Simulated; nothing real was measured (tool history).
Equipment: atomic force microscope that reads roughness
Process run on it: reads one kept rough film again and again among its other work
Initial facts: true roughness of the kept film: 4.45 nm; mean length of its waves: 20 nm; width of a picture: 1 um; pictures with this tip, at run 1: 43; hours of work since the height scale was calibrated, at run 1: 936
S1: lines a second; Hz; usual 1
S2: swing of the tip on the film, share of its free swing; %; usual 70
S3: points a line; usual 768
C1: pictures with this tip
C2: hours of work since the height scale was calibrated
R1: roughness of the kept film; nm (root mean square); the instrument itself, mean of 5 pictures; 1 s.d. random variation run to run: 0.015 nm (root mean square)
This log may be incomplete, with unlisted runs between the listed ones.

{"run": 1, "hour": 0.0, "S1": 1, "S2": 70, "S3": 768, "C1": 43, "C2": 936, "R1": 3.225}
{"run": 2, "hour": 50.6, "S1": 1, "S2": 70, "S3": 768, "C1": 110, "C2": 958, "R1": 2.83}
{"run": 3, "hour": 81.2, "S1": 1, "S2": 70, "S3": 768, "C1": 151, "C2": 972, "R1": 2.644}
{"hour": 92.7, "done": "new tip fitted"}
{"run": 4, "hour": 140.5, "S1": 1, "S2": 70, "S3": 768, "C1": 63, "C2": 998, "R1": 3.171}
{"run": 5, "hour": 182.4, "S1": 1, "S2": 58, "S3": 768, "C1": 119, "C2": 1017, "R1": 2.912}
{"run": 6, "hour": 214.6, "S1": 1, "S2": 58, "S3": 768, "C1": 161, "C2": 1031, "R1": 2.715}
{"hour": 219.7, "done": "new tip fitted"}
{"run": 7, "hour": 255.6, "S1": 1, "S2": 58, "S3": 768, "C1": 47, "C2": 1050, "R1": 3.259}
{"run": 8, "hour": 316.7, "S1": 0.81, "S2": 70, "S3": 768, "C1": 128, "C2": 1077, "R1": 2.824}
{"hour": 344.2, "done": "new tip fitted"}
{"run": 9, "hour": 359.9, "S1": 0.81, "S2": 70, "S3": 768, "C1": 20, "C2": 1096, "R1": 3.459}
{"run": 10, "hour": 396.7, "S1": 0.81, "S2": 59, "S3": 768, "C1": 69, "C2": 1113, "R1": 3.161}
{"run": 11, "hour": 443.7, "S1": 3.49, "S2": 56, "S3": 310, "C1": 131, "C2": 1134, "R1": 2.696}
{"hour": 470.1, "done": "new tip fitted"}
{"run": 12, "hour": 491.3, "S1": 3.49, "S2": 84, "S3": 339, "C1": 28, "C2": 1155, "R1": 2.795}
{"run": 13, "hour": 531.3, "S1": 3.49, "S2": 84, "S3": 339, "C1": 81, "C2": 1173, "R1": 2.523}
{"run": 14, "hour": 592.1, "S1": 0.72, "S2": 58, "S3": 339, "C1": 162, "C2": 1200, "R1": 2.642}
{"hour": 598.3, "done": "new tip fitted"}
{"run": 15, "hour": 620.2, "S1": 0.93, "S2": 85, "S3": 264, "C1": 29, "C2": 1212, "R1": 3.162}
{"run": 16, "hour": 684.0, "S1": 1, "S2": 70, "S3": 364, "C1": 114, "C2": 1241, "R1": 2.81}
{"hour": 719.3, "done": "height scale calibrated on a step standard"}
{"hour": 722.6, "done": "new tip fitted"}
{"run": 17, "hour": 740.2, "S1": 1.39, "S2": 60, "S3": 768, "C1": 23, "C2": 9, "R1": 3.381}

Below are 4 alternative next runs, each starting from the tool's condition after run 17. Predict each:
{"run": "A", "hour": 797.8, "S1": 1.39, "S2": 60, "S3": 646, "C1": 99, "C2": 35, "R1": "?"}
{"run": "B", "hour": 797.8, "S1": 1.39, "S2": 60, "S3": 275, "C1": 99, "C2": 35, "R1": "?"}
{"run": "C", "hour": 797.8, "S1": 1, "S2": 58, "S3": 944, "C1": 99, "C2": 35, "R1": "?"}
{"run": "D", "hour": 797.8, "S1": 0.73, "S2": 68, "S3": 299, "C1": 99, "C2": 35, "R1": "?"}

run=A R1=2.909
run=B R1=2.85
run=C R1=2.974
run=D R1=2.854
Without the tool's hidden state the same runs would have given:
run=A R1=3.536
run=B R1=3.464
run=C R1=3.614
run=D R1=3.47
